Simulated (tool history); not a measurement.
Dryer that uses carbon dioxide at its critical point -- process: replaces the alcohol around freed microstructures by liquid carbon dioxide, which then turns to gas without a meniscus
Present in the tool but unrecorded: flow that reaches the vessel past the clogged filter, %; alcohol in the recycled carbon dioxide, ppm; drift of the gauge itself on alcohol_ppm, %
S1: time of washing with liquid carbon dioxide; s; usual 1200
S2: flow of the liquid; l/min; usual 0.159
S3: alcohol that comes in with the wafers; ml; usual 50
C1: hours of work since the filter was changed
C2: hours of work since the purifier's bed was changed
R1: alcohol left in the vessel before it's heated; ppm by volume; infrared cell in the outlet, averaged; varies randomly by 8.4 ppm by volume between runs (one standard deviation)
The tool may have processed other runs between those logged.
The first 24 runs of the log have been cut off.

Run 25, hour 1149.9: usual settings but S1 960 s, S2 0.171 l/min, S3 41 ml; C1 34; C2 321. Result: R1 975 ppm by volume.
Run 26, hour 1188.2: usual settings but S1 960 s, S2 0.171 l/min, S3 41 ml; C1 48; C2 335. Result: R1 1003 ppm by volume.
Run 27, hour 1243.8: usual settings but S1 1260 s, S2 0.212 l/min; C1 68; C2 355. Result: R1 195 ppm by volume.
Run 28, hour 1292.4: usual settings but S2 0.253 l/min, S3 39 ml; C1 85; C2 372. Result: R1 155 ppm by volume.
Run 29, hour 1350.0: usual settings but S1 720 s, S2 0.151 l/min, S3 20 ml; C1 106; C2 393. Result: R1 2384 ppm by volume.
Run 30, hour 1378.9: usual settings but S1 1920 s, S2 0.108 l/min, S3 103 ml; C1 116; C2 403. Result: R1 963 ppm by volume.
Run 31, hour 1439.9: usual settings but S1 1800 s, S2 0.209 l/min, S3 103 ml; C1 138; C2 425. Result: R1 159 ppm by volume.
Run 32, hour 1510.0: usual settings but S1 1560 s, S2 0.209 l/min, S3 104 ml; C1 164; C2 450. Result: R1 208 ppm by volume.
Run 33, hour 1559.2: usual settings but S1 1080 s, S2 0.120 l/min, S3 113 ml; C1 181; C2 468. Result: R1 8506 ppm by volume.
Run 34, hour 1621.3: usual settings but S1 840 s, S3 58 ml; C1 204; C2 491. Result: R1 4422 ppm by volume.
At hour 1654.6: inlet filter changed.
Run 35, hour 1654.6: usual settings but S3 36 ml; C1 0; C2 502. Result: R1 492 ppm by volume.
Run 36, hour 1717.2: usual settings but S1 780 s, S2 0.099 l/min, S3 85 ml; C1 23; C2 525. Result: R1 19360 ppm by volume.

Here are 4 independent what-if runs from the current tool condition. What would each one return?
Run A, hour 1749.4: usual settings but S1 780 s, S2 0.214 l/min, S3 55 ml; C1 34; C2 536. Result: R1 ?.
Run B, hour 1749.4: usual settings but S1 1500 s, S2 0.136 l/min, S3 69 ml; C1 34; C2 536. Result: R1 ?.
Run C, hour 1749.4: usual settings but S1 1500 s, S3 36 ml; C1 34; C2 536. Result: R1 ?.
Run D, hour 1749.4: usual settings but S1 900 s, S2 0.099 l/min, S3 85 ml; C1 34; C2 536. Result: R1 ?.

run     R1
  A   1322
  B    628
  C    272
  D  13691
With no hidden state in the tool, these same runs would have given:
run     R1
  A   1041
  B    405
  C     90
  D  12809
